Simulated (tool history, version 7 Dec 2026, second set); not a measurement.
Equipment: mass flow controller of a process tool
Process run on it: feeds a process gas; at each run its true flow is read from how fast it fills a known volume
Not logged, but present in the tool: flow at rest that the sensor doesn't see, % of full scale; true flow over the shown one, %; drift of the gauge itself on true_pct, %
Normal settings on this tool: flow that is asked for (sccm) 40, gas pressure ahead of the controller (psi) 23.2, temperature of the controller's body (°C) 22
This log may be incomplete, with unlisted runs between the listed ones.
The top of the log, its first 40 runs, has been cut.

run,hour,flow that is asked for (sccm),gas pressure ahead of the controller (psi),temperature of the controller's body (°C),hours of work since the controller was set to zero,hours of work since the controller was changed,true flow (%)
41,5198.1,15,34.7,22,3044,7269,99.37
42,5322.7,31,23.4,33,3131,7356,99.36
43,5492.6,6,26.1,33,3249,7474,98.15
44,5654.5,9,23.2,22,3361,7586,99.60
45,5774.4,9,23.2,22,3444,7670,99.62
46,5860.1,9,23.2,22,3504,7729,99.76
47,5976.9,33,38.1,23,3585,7810,100.42
48,6101.5,8,27.8,23,3672,7897,99.45

Here are 3 independent what-if runs from the current tool condition. What would each one return?
A,6214.1,47,39.7,21,3750,7975,?
B,6214.1,21,32.6,37,3750,7975,?
C,6214.1,9,23.1,38,3750,7975,?

run,true flow (%)
A,101.45
B,98.45
C,98.02
Stripped of hidden state, with their random variation kept, the same runs would have yielded:
run,true flow (%)
A,99.99
B,97.02
C,96.59
